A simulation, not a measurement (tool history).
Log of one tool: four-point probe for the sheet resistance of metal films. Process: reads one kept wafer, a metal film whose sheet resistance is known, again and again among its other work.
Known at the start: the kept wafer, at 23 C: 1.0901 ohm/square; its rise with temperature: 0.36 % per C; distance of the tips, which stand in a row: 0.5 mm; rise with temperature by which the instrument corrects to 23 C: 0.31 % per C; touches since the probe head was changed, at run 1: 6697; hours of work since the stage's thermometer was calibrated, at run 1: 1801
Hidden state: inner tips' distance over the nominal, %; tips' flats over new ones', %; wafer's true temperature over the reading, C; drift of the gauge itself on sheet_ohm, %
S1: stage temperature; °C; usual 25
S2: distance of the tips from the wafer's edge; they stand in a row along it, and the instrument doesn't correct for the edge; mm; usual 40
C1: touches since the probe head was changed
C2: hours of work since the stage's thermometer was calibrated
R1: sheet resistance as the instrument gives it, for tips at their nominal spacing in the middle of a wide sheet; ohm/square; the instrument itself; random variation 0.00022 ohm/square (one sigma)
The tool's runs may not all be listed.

| run | hour | S1 | S2 | C1 | C2 | R1 |
|---|---|---|---|---|---|---|
| 1 | 0.0 | 25 | 40 | 6697 | 1801 | 1.090640 |
| 2 | 8.2 | 25 | 40 | 6785 | 1805 | 1.090503 |
| 3 | 16.0 | 25 | 40 | 6869 | 1809 | 1.090546 |
| 4 | 26.1 | 25 | 40 | 6977 | 1814 | 1.089950 |
| 5 | 35.5 | 25 | 40 | 7078 | 1818 | 1.090092 |
| 6 | 50.4 | 25 | 3 | 7239 | 1825 | 1.106394 |
| 7 | 57.9 | 25 | 3 | 7320 | 1829 | 1.106505 |
| 8 | 68.0 | 25 | 3 | 7428 | 1834 | 1.106358 |
| 9 | 84.7 | 24 | 19 | 7608 | 1842 | 1.090363 |
| 10 | 94.4 | 24 | 19 | 7713 | 1846 | 1.089935 |
| 11 | 105.6 | 24 | 19 | 7833 | 1851 | 1.090085 |
| 12 | 121.4 | 21 | 19 | 8003 | 1859 | 1.088415 |
| 13 | 138.2 | 21 | 19 | 8184 | 1867 | 1.088771 |
| 14 | 148.2 | 21 | 19 | 8291 | 1872 | 1.088663 |

Forecast each of these 4 alternatives for the next run:
|  | 154.1 | stage's thermometer calibrated |
| A | 160.0 | 25 | 10 | 8414 | 3 | ? |
|  | 154.1 | stage's thermometer calibrated |
| B | 160.0 | 25 | 9 | 8414 | 3 | ? |
|  | 154.1 | stage's thermometer calibrated |
| C | 160.0 | 23 | 19 | 8414 | 3 | ? |
|  | 154.1 | stage's thermometer calibrated |
| D | 160.0 | 19 | 17 | 8414 | 3 | ? |

| run | R1 |
|---|---|
| A | 1.092935 |
| B | 1.093496 |
| C | 1.090791 |
| D | 1.089476 |
Without the tool's hidden state the same runs would have given:
| run | R1 |
|---|---|
| A | 1.092389 |
| B | 1.092950 |
| C | 1.090246 |
| D | 1.088932 |

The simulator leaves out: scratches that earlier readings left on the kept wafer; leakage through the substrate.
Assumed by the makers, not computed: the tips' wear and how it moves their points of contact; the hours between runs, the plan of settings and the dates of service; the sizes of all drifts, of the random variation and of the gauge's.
